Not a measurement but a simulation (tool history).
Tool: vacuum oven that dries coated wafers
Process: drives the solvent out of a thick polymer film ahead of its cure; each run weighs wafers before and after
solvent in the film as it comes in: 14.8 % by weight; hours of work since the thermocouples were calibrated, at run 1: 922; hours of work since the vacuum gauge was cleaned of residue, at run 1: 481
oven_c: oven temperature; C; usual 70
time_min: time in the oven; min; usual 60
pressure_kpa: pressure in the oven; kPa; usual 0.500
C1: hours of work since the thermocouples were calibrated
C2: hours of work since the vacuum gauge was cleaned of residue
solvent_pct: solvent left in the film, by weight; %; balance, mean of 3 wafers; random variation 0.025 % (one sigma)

{"run": 1, "hour": 0.0, "oven_c": 70, "time_min": 60, "pressure_kpa": 0.5, "C1": 922, "C2": 481, "solvent_pct": 1.3}
{"run": 2, "hour": 26.2, "oven_c": 70, "time_min": 57, "pressure_kpa": 0.5, "C1": 940, "C2": 500, "solvent_pct": 1.4}
{"run": 3, "hour": 51.9, "oven_c": 70, "time_min": 57, "pressure_kpa": 0.5, "C1": 958, "C2": 517, "solvent_pct": 1.36}
{"hour": 93.4, "done": "oven's thermocouples calibrated"}
{"run": 4, "hour": 98.9, "oven_c": 70, "time_min": 57, "pressure_kpa": 0.5, "C1": 4, "C2": 549, "solvent_pct": 1.25}
{"run": 5, "hour": 121.5, "oven_c": 70, "time_min": 57, "pressure_kpa": 0.5, "C1": 20, "C2": 564, "solvent_pct": 1.25}
{"run": 6, "hour": 160.9, "oven_c": 70, "time_min": 60, "pressure_kpa": 0.5, "C1": 47, "C2": 592, "solvent_pct": 1.16}
{"hour": 171.1, "done": "oven's thermocouples calibrated, once more"}
{"run": 7, "hour": 191.6, "oven_c": 70, "time_min": 60, "pressure_kpa": 1.364, "C1": 14, "C2": 612, "solvent_pct": 2.37}
{"run": 8, "hour": 234.8, "oven_c": 70, "time_min": 60, "pressure_kpa": 1.941, "C1": 44, "C2": 642, "solvent_pct": 2.9}
{"run": 9, "hour": 283.6, "oven_c": 70, "time_min": 42, "pressure_kpa": 0.5, "C1": 78, "C2": 676, "solvent_pct": 2.56}
{"run": 10, "hour": 335.1, "oven_c": 70, "time_min": 42, "pressure_kpa": 0.5, "C1": 114, "C2": 712, "solvent_pct": 2.51}
{"run": 11, "hour": 374.4, "oven_c": 70, "time_min": 42, "pressure_kpa": 0.5, "C1": 141, "C2": 739, "solvent_pct": 2.54}
{"run": 12, "hour": 423.4, "oven_c": 70, "time_min": 89, "pressure_kpa": 0.5, "C1": 176, "C2": 773, "solvent_pct": 0.94}
{"run": 13, "hour": 452.6, "oven_c": 70, "time_min": 89, "pressure_kpa": 0.5, "C1": 196, "C2": 793, "solvent_pct": 0.98}
{"run": 14, "hour": 495.9, "oven_c": 70, "time_min": 89, "pressure_kpa": 0.5, "C1": 226, "C2": 823, "solvent_pct": 0.92}
{"run": 15, "hour": 531.5, "oven_c": 70, "time_min": 89, "pressure_kpa": 0.5, "C1": 251, "C2": 848, "solvent_pct": 0.92}
{"run": 16, "hour": 574.0, "oven_c": 70, "time_min": 89, "pressure_kpa": 0.5, "C1": 280, "C2": 878, "solvent_pct": 0.95}
{"run": 17, "hour": 620.3, "oven_c": 70, "time_min": 89, "pressure_kpa": 0.391, "C1": 312, "C2": 910, "solvent_pct": 0.87}
{"run": 18, "hour": 649.8, "oven_c": 70, "time_min": 60, "pressure_kpa": 0.5, "C1": 333, "C2": 930, "solvent_pct": 1.54}
{"run": 19, "hour": 695.4, "oven_c": 70, "time_min": 60, "pressure_kpa": 0.5, "C1": 365, "C2": 962, "solvent_pct": 1.55}
{"run": 20, "hour": 738.1, "oven_c": 73, "time_min": 70, "pressure_kpa": 0.429, "C1": 394, "C2": 992, "solvent_pct": 0.84}
{"run": 21, "hour": 764.4, "oven_c": 79, "time_min": 63, "pressure_kpa": 1.173, "C1": 413, "C2": 1010, "solvent_pct": 1.09}
{"run": 22, "hour": 816.2, "oven_c": 79, "time_min": 63, "pressure_kpa": 1.173, "C1": 449, "C2": 1046, "solvent_pct": 1.07}
{"run": 23, "hour": 841.8, "oven_c": 79, "time_min": 63, "pressure_kpa": 1.426, "C1": 467, "C2": 1064, "solvent_pct": 1.21}
{"run": 24, "hour": 878.9, "oven_c": 71, "time_min": 69, "pressure_kpa": 1.482, "C1": 492, "C2": 1090, "solvent_pct": 2.07}
{"run": 25, "hour": 919.8, "oven_c": 70, "time_min": 52, "pressure_kpa": 1.757, "C1": 521, "C2": 1118, "solvent_pct": 2.99}
{"run": 26, "hour": 953.2, "oven_c": 81, "time_min": 67, "pressure_kpa": 1.529, "C1": 544, "C2": 1142, "solvent_pct": 1.15}
{"run": 27, "hour": 1005.9, "oven_c": 81, "time_min": 67, "pressure_kpa": 1.981, "C1": 581, "C2": 1178, "solvent_pct": 1.48}
{"run": 28, "hour": 1046.1, "oven_c": 81, "time_min": 67, "pressure_kpa": 1.981, "C1": 609, "C2": 1206, "solvent_pct": 1.52}
{"run": 29, "hour": 1070.8, "oven_c": 82, "time_min": 65, "pressure_kpa": 1.981, "C1": 626, "C2": 1223, "solvent_pct": 1.44}
{"run": 30, "hour": 1103.9, "oven_c": 71, "time_min": 43, "pressure_kpa": 0.534, "C1": 649, "C2": 1246, "solvent_pct": 2.2}
{"run": 31, "hour": 1148.8, "oven_c": 71, "time_min": 43, "pressure_kpa": 0.534, "C1": 680, "C2": 1278, "solvent_pct": 2.21}
{"run": 32, "hour": 1176.6, "oven_c": 56, "time_min": 60, "pressure_kpa": 1.627, "C1": 699, "C2": 1297, "solvent_pct": 6.45}
{"run": 33, "hour": 1212.4, "oven_c": 71, "time_min": 60, "pressure_kpa": 1.254, "C1": 724, "C2": 1322, "solvent_pct": 2.05}
{"run": 34, "hour": 1250.6, "oven_c": 71, "time_min": 60, "pressure_kpa": 1.254, "C1": 751, "C2": 1348, "solvent_pct": 2.06}
{"run": 35, "hour": 1291.9, "oven_c": 63, "time_min": 60, "pressure_kpa": 0.768, "C1": 780, "C2": 1377, "solvent_pct": 3.27}
{"run": 36, "hour": 1343.2, "oven_c": 75, "time_min": 60, "pressure_kpa": 0.924, "C1": 815, "C2": 1413, "solvent_pct": 1.26}
{"run": 37, "hour": 1387.7, "oven_c": 75, "time_min": 60, "pressure_kpa": 0.924, "C1": 846, "C2": 1444, "solvent_pct": 1.26}

Measured less the same run without the tool's hidden state. The same run-to-run variation is in both; the gauge's scatter may not be:
The hidden state here: true wafer temperature over the reading, C; true pressure over the reading, kPa; drift of the gauge itself on solvent_pct, %.
run=1 solvent_pct=-0.13
run=2 solvent_pct=-0.15
run=3 solvent_pct=-0.15
run=4 solvent_pct=-0.27
run=5 solvent_pct=-0.27
run=6 solvent_pct=-0.24
run=7 solvent_pct=+0.12
run=8 solvent_pct=+0.12
run=9 solvent_pct=+0.10
run=10 solvent_pct=+0.09
run=11 solvent_pct=+0.08
run=12 solvent_pct=+0.16
run=13 solvent_pct=+0.16
run=14 solvent_pct=+0.16
run=15 solvent_pct=+0.17
run=16 solvent_pct=+0.17
run=17 solvent_pct=+0.18
run=18 solvent_pct=+0.12
run=19 solvent_pct=+0.12
run=20 solvent_pct=+0.15
run=21 solvent_pct=+0.12
run=22 solvent_pct=+0.13
run=23 solvent_pct=+0.12
run=24 solvent_pct=+0.13
run=25 solvent_pct=+0.05
run=26 solvent_pct=+0.13
run=27 solvent_pct=+0.12
run=28 solvent_pct=+0.12
run=29 solvent_pct=+0.12
run=30 solvent_pct=+0.03
run=31 solvent_pct=+0.03
run=32 solvent_pct=+0.03
run=33 solvent_pct=+0.10
run=34 solvent_pct=+0.10
run=35 solvent_pct=+0.05
run=36 solvent_pct=+0.14
run=37 solvent_pct=+0.14
